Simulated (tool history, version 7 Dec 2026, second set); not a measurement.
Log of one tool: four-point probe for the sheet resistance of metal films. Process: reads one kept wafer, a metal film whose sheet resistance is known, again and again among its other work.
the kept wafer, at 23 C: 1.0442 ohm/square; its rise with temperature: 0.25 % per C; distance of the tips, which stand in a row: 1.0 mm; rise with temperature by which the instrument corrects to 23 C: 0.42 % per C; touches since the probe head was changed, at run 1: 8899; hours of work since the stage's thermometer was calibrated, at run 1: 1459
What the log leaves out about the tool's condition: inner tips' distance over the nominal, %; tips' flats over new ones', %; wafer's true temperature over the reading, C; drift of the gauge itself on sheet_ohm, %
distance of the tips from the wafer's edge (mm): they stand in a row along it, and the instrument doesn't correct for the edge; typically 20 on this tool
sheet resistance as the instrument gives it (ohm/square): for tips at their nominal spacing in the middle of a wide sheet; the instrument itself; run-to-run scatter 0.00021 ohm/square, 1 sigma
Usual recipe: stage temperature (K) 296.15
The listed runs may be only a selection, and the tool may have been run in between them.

run,day,stage temperature (K),distance of the tips from the wafer's edge (mm),touches since the probe head was changed,hours of work since the stage's thermometer was calibrated,sheet resistance as the instrument gives it (ohm/square)
1,0,296.15,20,8899,1459,1.045797
2,1.908,296.15,20,10073,1486,1.046437
3,2.817,296.15,20,10633,1499,1.046133
4,4.171,296.15,20,11468,1519,1.046538
5,5.042,296.15,20,12004,1531,1.046437
6,6.042,296.15,20,12621,1546,1.046425
7,6.925,296.15,20,13165,1558,1.046624
8,7.9,296.15,20,13764,1572,1.046913
9,9.788,302.15,20,14928,1599,1.036338
10,11.296,301.15,20,15857,1621,1.038059
11,12.604,293.15,4,16663,1640,1.084685
12,13.638,293.15,4,17298,1654,1.084596
13,14.933,305.15,12,18097,1673,1.034504
14,16.029,305.15,12,18772,1689,1.034561
15,17.746,300.15,24,19829,1713,1.039407
16,19.046,297.15,48,20629,1732,1.044085

4 ways to go on from here, each from the tool as it stands after run 16. What would each give?
A,20.171,293.15,8,21322,1748,?
B,20.171,297.15,11,21322,1748,?
C,20.171,303.15,20,21322,1748,?
D,20.171,300.15,20,21322,1748,?

run,sheet resistance as the instrument gives it (ohm/square)
A,1.059704
B,1.048763
C,1.035091
D,1.040257
Stripped of hidden state, with their random variation kept, the same runs would have yielded:
run,sheet resistance as the instrument gives it (ohm/square)
A,1.058414
B,1.047479
C,1.033815
D,1.038979

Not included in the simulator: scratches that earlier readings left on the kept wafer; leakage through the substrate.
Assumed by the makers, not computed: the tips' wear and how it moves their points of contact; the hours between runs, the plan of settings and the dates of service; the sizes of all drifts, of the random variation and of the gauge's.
